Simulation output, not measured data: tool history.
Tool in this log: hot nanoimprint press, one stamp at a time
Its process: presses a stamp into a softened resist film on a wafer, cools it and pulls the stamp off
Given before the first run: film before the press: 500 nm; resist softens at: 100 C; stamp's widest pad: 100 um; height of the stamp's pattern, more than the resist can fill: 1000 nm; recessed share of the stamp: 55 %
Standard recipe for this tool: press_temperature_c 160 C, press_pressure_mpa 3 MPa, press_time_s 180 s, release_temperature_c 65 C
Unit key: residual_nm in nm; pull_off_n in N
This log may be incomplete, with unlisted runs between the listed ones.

run   hour  press_temperature_c  press_pressure_mpa  press_time_s  release_temperature_c  residual_nm  pull_off_n
  1      0                  160                   3           180                     65        289.4         122
  2   20.6                  160                   3           180                     65        286.4         119
  3   43.7                  160                   3           180                     65        290.4         122
  4   68.9                  158                   3           180                     65        310.3         127
      81.6  -- stamp cleaned and given a new release coat
      90.1  -- plate thermocouple calibrated
  5  123.8                  158                1.98           180                     65        369.1          99
  6  153.7                  158                1.98           180                     65        371.2         102
  7  182.1                  158                1.98           180                     65        366.8          99
  8  225.6                  158                1.98           180                     65        362.7         100
  9  260.2                  158                1.98           180                     65          366         104
 10  290.6                  160                   3           180                     65        294.3         111
 11  322.3                  160                   3           180                     65        289.4         106
 12  347.6                  160                2.34           180                     65        321.8         108
 13  379.1                  160                2.34           180                     65        320.9         114
 14  414.5                  160                   3           180                     65        289.3         111
 15  457.1                  160                   3           180                     65        287.5         118
 16  488.2                  160                3.36           170                     65          277         120
 17  508.3                  160                3.36           143                     58        291.8         135
 18  548.7                  160                   3           180                     69        285.8         103
 19    583                  160                2.39           180                     53        312.3         162
     625.6  -- stamp cleaned and given a new release coat
 20  632.5                  154                2.12           226                     65        373.5          93
     639.5  -- plate thermocouple calibrated
 21  660.2                  154                4.09           226                     65        313.4          99
 22  682.3                  154                4.09           226                     65        310.5          97
 23  718.5                  160                2.28           180                     72          327          77
 24  754.3                  157                   3           180                     53        329.5         139
 25  777.9                  154                3.57           214                     61        331.7         115
 26  809.3                  160                1.89           180                     69        349.7          98
 27  847.6                  160                1.89           180                     69        348.3         100
 28  889.2                  167                2.82           146                     72        241.5          85
 29  932.2                  167                2.82           146                     72        242.1          86
 30  954.4                  169                4.44           201                     67        156.1         104

Subtracting, for every run, the result it would have given without the tool's unlogged condition from the measured result gives the following. The same run-to-run variation enters both numbers; the gauge's scatter may not:
Unlogged tool condition in this case: true temperature over the reading, C; pressure that arrives at the usual setting, %; grip of the stamp's worn release coat, % over a new coat's; drift of the gauge itself on residual_nm, %; drift of the gauge itself on pull_off_n, %.
run  residual_nm  pull_off_n
  1         -4.8         +24
  2         -5.2         +24
  3         -5.8         +26
  4         -6.7         +28
  5         +1.1          +2
  6         +0.4          +4
  7         -0.3          +5
  8         -1.2          +7
  9           -2          +8
 10         -1.7         +11
 11         -2.5         +11
 12         -3.9         +13
 13         -4.7         +15
 14         -4.9         +16
 15         -5.8         +18
 16         -6.1         +20
 17         -6.7         +25
 18         -8.2         +19
 19         -9.7         +34
 20          -11          -3
 21         +4.5          +2
 22           +4          +3
 23         +0.7          +3
 24         +0.7          +9
 25         +0.7          +8
 26         -1.9          +8
 27         -2.8          +9
 28         -1.7          +9
 29         -2.6         +12
 30         -0.3         +15
